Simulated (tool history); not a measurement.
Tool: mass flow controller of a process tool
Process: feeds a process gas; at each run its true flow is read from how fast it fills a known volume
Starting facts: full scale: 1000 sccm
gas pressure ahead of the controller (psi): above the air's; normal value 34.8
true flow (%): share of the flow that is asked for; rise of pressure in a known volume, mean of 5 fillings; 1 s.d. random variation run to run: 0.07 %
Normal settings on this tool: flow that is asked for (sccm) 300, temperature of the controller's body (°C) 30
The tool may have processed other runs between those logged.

run,day,flow that is asked for (sccm),gas pressure ahead of the controller (psi),temperature of the controller's body (°C),true flow (%)
1,0,300,34.8,30,95.37
2,19.062,300,34.8,31,95.3
3,38.358,300,34.8,28,95.45
# day 46.717: controller exchanged for a calibrated one
4,59.383,300,34.8,32,97.45
5,75.979,891,34.8,30,99.16
6,97.104,891,34.8,30,99.09
7,113.958,891,34.8,30,99.25
8,124.046,300,34.8,30,97.21
9,135.075,300,34.8,30,97.08
10,145.821,300,26,30,97.33
11,161.325,300,26,30,97.25
12,177.967,300,26,30,97.22
13,189.125,300,26,30,97.28
14,199.629,300,26,30,97.04
15,220.896,300,34.8,30,96.61
16,242.379,300,34.8,30,96.6
17,255.129,300,36.5,30,96.4
18,273.688,300,36.5,30,96.36
19,290.996,367,26.1,28,97.48
20,308.525,367,26.1,28,97.38
21,329.229,367,26.1,28,97.29
22,348.271,915,34.8,30,99.45
23,365.388,915,34.8,30,99.49
24,377.704,300,34.8,21,96.28
25,398.362,300,25.2,21,96.46
26,411.258,300,25.2,36,95.72
27,422.9,403,23.9,23,97.48
28,433.362,312,36.4,35,95.45
29,445.138,300,29.9,30,95.58
# day 463.729: controller exchanged for a calibrated one
30,465.483,114,23.1,21,97.77
31,476.579,441,21.5,21,98.79
32,488.188,441,21.5,21,98.89
33,499.8,668,20.6,38,98.7
34,511.467,300,28.6,30,97.56
35,529.012,477,29.2,30,98.08
36,545.725,434,33.2,30,97.76

Subtracting, for every run, the result it would have given without the tool's unlogged condition from the measured result gives the following. The same run-to-run variation enters both numbers; the gauge's scatter may not:
The hidden state here: flow at rest that the sensor doesn't see, % of full scale; true flow over the shown one, %; drift of the gauge itself on true_pct, %.
run,true flow (%)
1,-2.35
2,-2.45
3,-2.56
4,-0.26
5,-0.12
6,-0.09
7,-0.07
8,-0.6
9,-0.65
10,-0.71
11,-0.79
12,-0.88
13,-0.94
14,-0.99
15,-1.11
16,-1.22
17,-1.3
18,-1.38
19,-1.04
20,-1.11
21,-1.19
22,+0.19
23,+0.2
24,-1.97
25,-2.06
26,-2.12
27,-1.25
28,-2.09
29,-2.29
30,-0.43
31,-0.25
32,-0.26
33,-0.19
34,-0.48
35,-0.31
36,-0.4
